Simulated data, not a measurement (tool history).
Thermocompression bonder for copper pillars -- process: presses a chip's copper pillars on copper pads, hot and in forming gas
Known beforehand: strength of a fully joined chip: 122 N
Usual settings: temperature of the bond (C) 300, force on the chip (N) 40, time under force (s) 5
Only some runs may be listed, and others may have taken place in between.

run    hour  temperature of the bond (C)  force on the chip (N)  time under force (s)  force that shears a chip off (N)
  1       0                          300                     40                     5                                49
        6.4  -- forming gas filter changed
  2    41.3                          300                     40                     5                              48.4
  3   100.6                          300                     40                     5                              48.3
  4   181.8                          300                     40                     5                              48.4
  5   234.3                          300                     40                     5                              48.8
      302.8  -- forming gas filter changed
  6   317.9                          300                     40                     5                              48.4
  7   355.6                          300                     40                     5                              48.4
  8     394                          300                     40                     5                              48.3
  9   450.1                          300                     40                     5                                48
 10   525.7                          300                     40                     5                              48.3
 11   588.1                          300                     40                     5                                48
      596.3  -- forming gas filter changed
 12   669.2                          300                     40                     5                              47.7
 13   748.5                          300                     56                     5                              65.6
 14   802.1                          300                     56                     5                              65.2
 15   880.2                          300                     56                     5                              65.2
      890.9  -- forming gas filter changed
 16     957                          300                     56                     5                              64.6
 17  1000.1                          300                     56                     5                              65.1
 18  1052.4                          300                     56                     5                              64.7
 19  1114.9                          300                     24                     5                              27.5
 20    1182                          300                     24                     5                              27.3
     1188.9  -- forming gas filter changed
     1213.8  -- gauge calibrated
 21  1258.2                          300                     24                     5                              28.3
 22  1306.4                          300                     24                     5                              27.8
     1378.3  -- heater calibrated with a thermocouple chip
 23    1393                          297                     34                     8                              48.1
 24  1433.3                          272                     34                     3                              22.4
     1481.2  -- force cell calibrated
     1487.1  -- forming gas filter changed
 25  1491.5                          272                     34                     3                              22.2
 26  1578.4                          273                     34                     7                              32.5
 27  1640.6                          273                     34                     7                              32.3
 28  1683.7                          299                     40                     5                              47.6
 29  1733.9                          299                     45                     5                              53.1
     1783.7  -- forming gas filter changed
 30  1793.5                          280                     30                     4                              24.6
 31  1863.6                          280                     30                     4                              24.5
 32  1934.5                          303                     29                     8                              43.3
 33  1970.8                          300                     40                     6                              51.8
     2019.7  -- gauge calibrated
 34  2038.4                          319                     41                     3                              50.9
     2081.4  -- forming gas filter changed
 35    2116                          319                     41                     3                              51.5
 36  2171.1                          272                     40                     3                                27
 37  2224.4                          281                     40                     3                              30.5
 38  2263.9                          305                     40                     3                                42
 39  2341.8                          305                     40                     3                                42

Below are 4 alternative next runs, each starting from the tool's condition after run 39. Predict each:
     2378.3  -- forming gas filter changed
  A  2404.4                          300                     40                     3                                 ?
     2378.3  -- forming gas filter changed
  B  2404.4                          302                     32                     3                                 ?
     2378.3  -- forming gas filter changed
  C  2404.4                          300                     56                     5                                 ?
     2378.3  -- forming gas filter changed
  D  2404.4                          330                     28                     3                                 ?

run  force that shears a chip off (N)
  A                              39.4
  B                              32.2
  C                              65.8
  D                              38.9
What these runs would have given with no unlogged condition in the tool:
run  force that shears a chip off (N)
  A                              39.7
  B                              32.4
  C                              66.4
  D                              39.2
